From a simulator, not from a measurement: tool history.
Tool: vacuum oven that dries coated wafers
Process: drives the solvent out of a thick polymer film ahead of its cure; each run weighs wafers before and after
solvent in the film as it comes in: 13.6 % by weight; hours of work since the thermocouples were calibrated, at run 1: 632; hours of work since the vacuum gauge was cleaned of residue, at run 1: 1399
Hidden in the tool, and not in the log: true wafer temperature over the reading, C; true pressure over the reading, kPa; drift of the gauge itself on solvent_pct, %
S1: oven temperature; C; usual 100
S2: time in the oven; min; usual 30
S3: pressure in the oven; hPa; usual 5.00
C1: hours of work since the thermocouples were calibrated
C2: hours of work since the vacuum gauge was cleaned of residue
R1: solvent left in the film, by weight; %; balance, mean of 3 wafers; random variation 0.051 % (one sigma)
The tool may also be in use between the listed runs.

run	hour	S1	S2	S3	C1	C2	R1
1	0.0	100	30	5.00	632	1399	1.05
# hour 49.5: oven's thermocouples calibrated
2	61.6	100	30	10.11	9	1442	1.40
3	125.6	100	30	5.02	55	1489	1.29
4	187.3	100	30	5.02	100	1534	1.22
5	233.0	100	19	5.00	134	1567	2.18
6	299.4	100	19	5.00	182	1615	2.17
7	380.2	100	30	5.00	241	1674	1.24
8	439.9	100	30	5.00	284	1718	1.19
9	510.6	100	30	5.00	336	1769	1.18
10	591.5	107	30	5.00	395	1828	0.61
11	629.5	107	30	5.00	423	1856	0.56
12	701.4	102	30	5.00	475	1908	0.95
13	751.3	100	30	5.00	511	1945	1.27
14	828.8	100	30	5.00	568	2001	1.25
15	903.2	100	30	5.00	622	2055	1.21
# hour 963.2: oven's thermocouples calibrated
16	963.2	100	30	5.00	0	2098	1.40
17	1004.0	105	27	6.96	30	2127	1.10
18	1075.3	105	27	6.96	82	2179	0.95
19	1120.8	113	27	6.96	115	2212	0.65
20	1188.1	93	30	18.98	164	2261	3.69
21	1245.2	93	30	18.98	205	2303	3.74
# hour 1253.6: vacuum gauge cleaned of residue and calibrated
22	1286.7	93	30	18.98	235	24	4.05
23	1336.3	93	30	18.98	271	60	4.22
24	1394.9	93	30	18.98	313	103	4.08
25	1442.3	93	30	18.98	348	137	4.27
26	1487.1	93	30	18.98	381	170	4.11
27	1529.1	110	32	8.45	411	201	1.09
28	1588.8	113	39	17.64	455	244	1.39
29	1655.3	113	39	17.64	503	293	1.37
30	1710.3	113	39	17.64	543	333	1.36
# hour 1716.6: vacuum gauge cleaned of residue and calibrated, once more
31	1779.3	113	39	17.64	592	46	0.75
32	1845.3	110	18	4.50	640	94	0.46

How the hidden state differs across the entries between the runs, from the last listed run before each to the first after it:
Between runs 1 and 2: oven's thermocouples calibrated (hour 49.5)
  true wafer temperature over the reading, C: 1.09 -> 0.07; true pressure over the reading, kPa: 0.582 -> 0.6
  measured less the result without the state, R1: +0.23 -> +0.36 %
Between runs 15 and 16: oven's thermocouples calibrated (hour 963.2)
  true wafer temperature over the reading, C: 0.85 -> -0.17; true pressure over the reading, kPa: 0.844 -> 0.863
  measured less the result without the state, R1: +0.42 -> +0.57 %
Between runs 21 and 22: vacuum gauge cleaned of residue and calibrated (hour 1253.6)
  true wafer temperature over the reading, C: 0.08 -> 0.12; true pressure over the reading, kPa: 0.944 -> 1.547
  measured less the result without the state, R1: +0.66 -> +1.10 %
Between runs 30 and 31: vacuum gauge cleaned of residue and calibrated, once more (hour 1716.6)
  true wafer temperature over the reading, C: 0.51 -> 0.57; true pressure over the reading, kPa: 1.673 -> 0.017
  measured less the result without the state, R1: +0.67 -> -0.01 %

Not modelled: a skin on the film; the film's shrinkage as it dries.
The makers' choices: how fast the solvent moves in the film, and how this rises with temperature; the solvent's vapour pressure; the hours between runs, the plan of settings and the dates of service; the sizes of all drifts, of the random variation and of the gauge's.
